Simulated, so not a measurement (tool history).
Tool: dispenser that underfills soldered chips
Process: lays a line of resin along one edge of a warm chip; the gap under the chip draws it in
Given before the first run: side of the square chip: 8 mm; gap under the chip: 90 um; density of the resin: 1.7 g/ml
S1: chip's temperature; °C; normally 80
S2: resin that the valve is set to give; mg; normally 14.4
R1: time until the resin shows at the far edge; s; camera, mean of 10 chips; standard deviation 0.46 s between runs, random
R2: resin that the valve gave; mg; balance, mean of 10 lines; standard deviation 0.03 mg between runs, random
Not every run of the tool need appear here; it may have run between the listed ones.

run 1 hour=0.0 | S1=80 S2=14.4 | R1=46.2 R2=14.42
run 2 hour=6.2 | S1=80 S2=16.4 | R1=58.4 R2=16.38
-- hour=8.7 new syringe of resin
run 3 hour=13.0 | S1=80 S2=16.4 | R1=40.2 R2=16.36
run 4 hour=21.9 | S1=80 S2=14.1 | R1=56.2 R2=13.99
-- hour=25.6 new syringe of resin
run 5 hour=28.9 | S1=80 S2=14.1 | R1=39.2 R2=14.00
run 6 hour=37.0 | S1=80 S2=14.1 | R1=52.9 R2=13.92
-- hour=42.4 new syringe of resin
run 7 hour=46.0 | S1=80 S2=14.1 | R1=39.6 R2=13.96
run 8 hour=51.8 | S1=80 S2=14.1 | R1=50.1 R2=13.85
-- hour=59.4 new syringe of resin
run 9 hour=59.6 | S1=80 S2=16.6 | R1=33.4 R2=16.34
-- hour=67.4 dispensing valve cleaned and set on the balance
run 10 hour=70.8 | S1=80 S2=16.6 | R1=49.7 R2=16.50
-- hour=77.6 new syringe of resin
run 11 hour=80.4 | S1=80 S2=16.6 | R1=37.4 R2=16.51
run 12 hour=86.1 | S1=80 S2=16.6 | R1=45.8 R2=16.44
run 13 hour=93.0 | S1=80 S2=14.4 | R1=61.9 R2=14.23
-- hour=94.8 new syringe of resin
run 14 hour=101.0 | S1=80 S2=14.4 | R1=42.9 R2=14.15
-- hour=111.5 new syringe of resin
run 15 hour=111.5 | S1=80 S2=14.4 | R1=34.6 R2=14.18
run 16 hour=118.0 | S1=82 S2=14.4 | R1=40.7 R2=14.16
run 17 hour=123.4 | S1=82 S2=14.4 | R1=49.1 R2=14.13
-- hour=128.2 new syringe of resin
run 18 hour=129.6 | S1=76 S2=13.0 | R1=44.0 R2=12.66
run 19 hour=137.7 | S1=77 S2=14.4 | R1=55.4 R2=14.12
-- hour=143.0 dispensing valve cleaned and set on the balance
-- hour=145.9 new syringe of resin
run 20 hour=148.6 | S1=78 S2=14.4 | R1=41.1 R2=14.41
run 21 hour=157.8 | S1=78 S2=14.4 | R1=57.8 R2=14.36
-- hour=162.8 new syringe of resin
run 22 hour=168.2 | S1=70 S2=12.6 | R1=62.8 R2=12.49
run 23 hour=175.2 | S1=70 S2=12.6 | R1=83.3 R2=12.46
-- hour=179.9 new syringe of resin
run 24 hour=185.0 | S1=94 S2=17.2 | R1=23.7 R2=16.96
run 25 hour=195.4 | S1=66 S2=17.7 | R1=104.2 R2=17.43
-- hour=196.7 new syringe of resin
run 26 hour=205.6 | S1=66 S2=17.7 | R1=81.8 R2=17.38
run 27 hour=212.9 | S1=66 S2=17.7 | R1=107.2 R2=17.32
-- hour=213.6 new syringe of resin
-- hour=218.8 dispensing valve cleaned and set on the balance
run 28 hour=219.6 | S1=66 S2=13.2 | R1=71.5 R2=13.20
run 29 hour=225.7 | S1=72 S2=13.2 | R1=72.7 R2=13.14
-- hour=231.3 new syringe of resin
run 30 hour=236.4 | S1=86 S2=18.3 | R1=31.3 R2=18.19
run 31 hour=243.0 | S1=86 S2=15.9 | R1=41.0 R2=15.75
-- hour=248.4 new syringe of resin
run 32 hour=249.6 | S1=80 S2=14.9 | R1=36.1 R2=14.77
run 33 hour=256.4 | S1=85 S2=14.9 | R1=38.2 R2=14.73
run 34 hour=261.4 | S1=75 S2=15.9 | R1=66.5 R2=15.64

What would each run have given without the hidden state, its run-to-run variation left as it was?
Unlogged tool condition in this case: resin's viscosity, % of fresh resin's; dose that the valve gives, % of what is set; true chip temperature over the reading, C; drift of the gauge itself on fill_s, %; drift of the gauge itself on given_mg, %.
run=1 R1=33.8 R2=14.43
run=2 R1=34.0 R2=16.42
run=3 R1=34.1 R2=16.42
run=4 R1=33.9 R2=14.09
run=5 R1=34.6 R2=14.12
run=6 R1=34.3 R2=14.08
run=7 R1=34.4 R2=14.15
run=8 R1=35.0 R2=14.07
run=9 R1=33.6 R2=16.63
run=10 R1=34.1 R2=16.59
run=11 R1=33.9 R2=16.64
run=12 R1=33.4 R2=16.60
run=13 R1=34.9 R2=14.40
run=14 R1=34.3 R2=14.35
run=15 R1=34.9 R2=14.42
run=16 R1=32.0 R2=14.43
run=17 R1=31.4 R2=14.42
run=18 R1=41.9 R2=12.95
run=19 R1=38.9 R2=14.47
run=20 R1=37.8 R2=14.43
run=21 R1=37.6 R2=14.42
run=22 R1=52.8 R2=12.58
run=23 R1=54.0 R2=12.58
run=24 R1=19.7 R2=17.16
run=25 R1=59.0 R2=17.70
run=26 R1=60.1 R2=17.70
run=27 R1=60.0 R2=17.67
run=28 R1=61.0 R2=13.22
run=29 R1=49.3 R2=13.19
run=30 R1=26.6 R2=18.32
run=31 R1=27.1 R2=15.88
run=32 R1=35.0 R2=14.93
run=33 R1=28.5 R2=14.91
run=34 R1=41.2 R2=15.87
